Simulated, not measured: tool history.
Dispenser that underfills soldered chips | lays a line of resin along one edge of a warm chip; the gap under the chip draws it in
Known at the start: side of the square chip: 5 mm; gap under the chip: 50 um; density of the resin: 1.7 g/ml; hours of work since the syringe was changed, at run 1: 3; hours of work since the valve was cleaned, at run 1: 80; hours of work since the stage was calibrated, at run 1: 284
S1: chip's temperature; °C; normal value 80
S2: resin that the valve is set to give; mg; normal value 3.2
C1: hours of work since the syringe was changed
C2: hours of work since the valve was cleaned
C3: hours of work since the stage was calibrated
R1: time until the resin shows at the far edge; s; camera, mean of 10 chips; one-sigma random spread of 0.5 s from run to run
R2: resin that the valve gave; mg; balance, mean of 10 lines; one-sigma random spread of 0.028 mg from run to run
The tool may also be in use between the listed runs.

run 1 hour=0 | S1=80 S2=3.2 | C1=3 C2=80 C3=284 | R1=48.2 R2=3.03
-- hour=7.2 new syringe of resin
run 2 hour=8.8 | S1=73 S2=3.2 | C1=1 C2=85 C3=289 | R1=50.1 R2=2.99
-- hour=20 new syringe of resin
run 3 hour=21.7 | S1=73 S2=3.2 | C1=1 C2=93 C3=297 | R1=50.9 R2=3.02
run 4 hour=28.5 | S1=73 S2=3.2 | C1=5 C2=97 C3=301 | R1=70 R2=3.02
-- hour=32.8 new syringe of resin
run 5 hour=39.6 | S1=73 S2=3.2 | C1=4 C2=103 C3=308 | R1=64.7 R2=2.93
-- hour=45.3 new syringe of resin
run 6 hour=45.4 | S1=73 S2=3.2 | C1=0 C2=107 C3=311 | R1=46.9 R2=2.99
-- hour=57.7 new syringe of resin
run 7 hour=57.9 | S1=73 S2=3.2 | C1=0 C2=114 C3=319 | R1=47.2 R2=2.99
-- hour=70.6 new syringe of resin
run 8 hour=70.6 | S1=73 S2=3.2 | C1=0 C2=122 C3=326 | R1=47.2 R2=3
-- hour=82.6 dispensing valve cleaned and set on the balance
run 9 hour=83.7 | S1=73 S2=3.36 | C1=7 C2=1 C3=334 | R1=81 R2=3.36
-- hour=84.6 new syringe of resin
run 10 hour=91.9 | S1=73 S2=3.36 | C1=4 C2=6 C3=339 | R1=64.3 R2=3.33
-- hour=97 new syringe of resin
run 11 hour=103.5 | S1=73 S2=3.36 | C1=4 C2=13 C3=346 | R1=61.9 R2=3.32
-- hour=110 new syringe of resin
run 12 hour=112.5 | S1=73 S2=3.36 | C1=2 C2=18 C3=351 | R1=50.7 R2=3.3
-- hour=122.4 new syringe of resin
run 13 hour=122.6 | S1=82 S2=3.2 | C1=0 C2=24 C3=357 | R1=35.6 R2=3.07
run 14 hour=133.6 | S1=82 S2=3.2 | C1=7 C2=31 C3=364 | R1=60.4 R2=3.09
-- hour=135.2 new syringe of resin
run 15 hour=143.6 | S1=82 S2=3.2 | C1=5 C2=37 C3=370 | R1=53.4 R2=3.12
-- hour=148.1 new syringe of resin
run 16 hour=150 | S1=80 S2=3.4 | C1=1 C2=40 C3=374 | R1=40.7 R2=3.34
run 17 hour=155.8 | S1=75 S2=3.2 | C1=5 C2=44 C3=377 | R1=60.7 R2=3.06
-- hour=161 new syringe of resin
run 18 hour=162.9 | S1=83 S2=4.11 | C1=1 C2=48 C3=381 | R1=36.2 R2=3.96
run 19 hour=172.7 | S1=80 S2=3.53 | C1=7 C2=54 C3=387 | R1=62.5 R2=3.35
-- hour=174.2 new syringe of resin
run 20 hour=180 | S1=80 S2=3.53 | C1=4 C2=59 C3=392 | R1=47 R2=3.37
-- hour=187.2 new syringe of resin
run 21 hour=189.7 | S1=80 S2=3.53 | C1=2 C2=64 C3=398 | R1=41.6 R2=3.4
-- hour=199.7 new syringe of resin
run 22 hour=200.9 | S1=78 S2=4.07 | C1=1 C2=71 C3=404 | R1=39.6 R2=3.91
-- hour=212.3 new syringe of resin
run 23 hour=212.7 | S1=69 S2=3.04 | C1=0 C2=78 C3=411 | R1=53.1 R2=2.88
run 24 hour=219.3 | S1=69 S2=3.04 | C1=4 C2=82 C3=415 | R1=72.9 R2=2.88
-- hour=224.9 new syringe of resin
run 25 hour=226.5 | S1=74 S2=3.04 | C1=1 C2=86 C3=420 | R1=49 R2=2.84
run 26 hour=231.9 | S1=74 S2=2.86 | C1=4 C2=90 C3=423 | R1=62.7 R2=2.67
-- hour=238.3 new syringe of resin
run 27 hour=238.5 | S1=74 S2=2.86 | C1=0 C2=94 C3=427 | R1=46.6 R2=2.72
run 28 hour=246.4 | S1=84 S2=3.14 | C1=5 C2=99 C3=432 | R1=49.5 R2=2.93
-- hour=250.9 new syringe of resin
run 29 hour=257.9 | S1=84 S2=3.14 | C1=4 C2=105 C3=439 | R1=46.3 R2=2.92
-- hour=263.6 new syringe of resin
run 30 hour=265 | S1=69 S2=3.82 | C1=1 C2=110 C3=443 | R1=52.9 R2=3.61
run 31 hour=272.2 | S1=80 S2=3.27 | C1=5 C2=114 C3=447 | R1=53.8 R2=2.96
-- hour=276.4 new syringe of resin
run 32 hour=281.4 | S1=68 S2=2.81 | C1=3 C2=120 C3=453 | R1=69.2 R2=2.55
-- hour=288.8 new syringe of resin
run 33 hour=293.2 | S1=68 S2=2.81 | C1=3 C2=127 C3=460 | R1=66.9 R2=2.59
-- hour=298 dispensing valve cleaned and set on the balance
-- hour=302.4 new syringe of resin
run 34 hour=304.5 | S1=74 S2=3.12 | C1=1 C2=4 C3=466 | R1=47.6 R2=3.09

Branching from run 34: 3 alternative next runs. What would each branch give?
run A hour=314.1 | S1=70 S2=4.05 | C1=7 C2=10 C3=472 | R1=? R2=?
run B hour=314.1 | S1=88 S2=3.08 | C1=7 C2=10 C3=472 | R1=? R2=?
run C hour=314.1 | S1=91 S2=2.91 | C1=7 C2=10 C3=472 | R1=? R2=?

run=A R1=81.3 R2=4
run=B R1=50.5 R2=3.06
run=C R1=47.2 R2=2.9
Without the tool's hidden state the same runs would have given:
run=A R1=53.3 R2=4.04
run=B R1=32.7 R2=3.09
run=C R1=30.6 R2=2.92

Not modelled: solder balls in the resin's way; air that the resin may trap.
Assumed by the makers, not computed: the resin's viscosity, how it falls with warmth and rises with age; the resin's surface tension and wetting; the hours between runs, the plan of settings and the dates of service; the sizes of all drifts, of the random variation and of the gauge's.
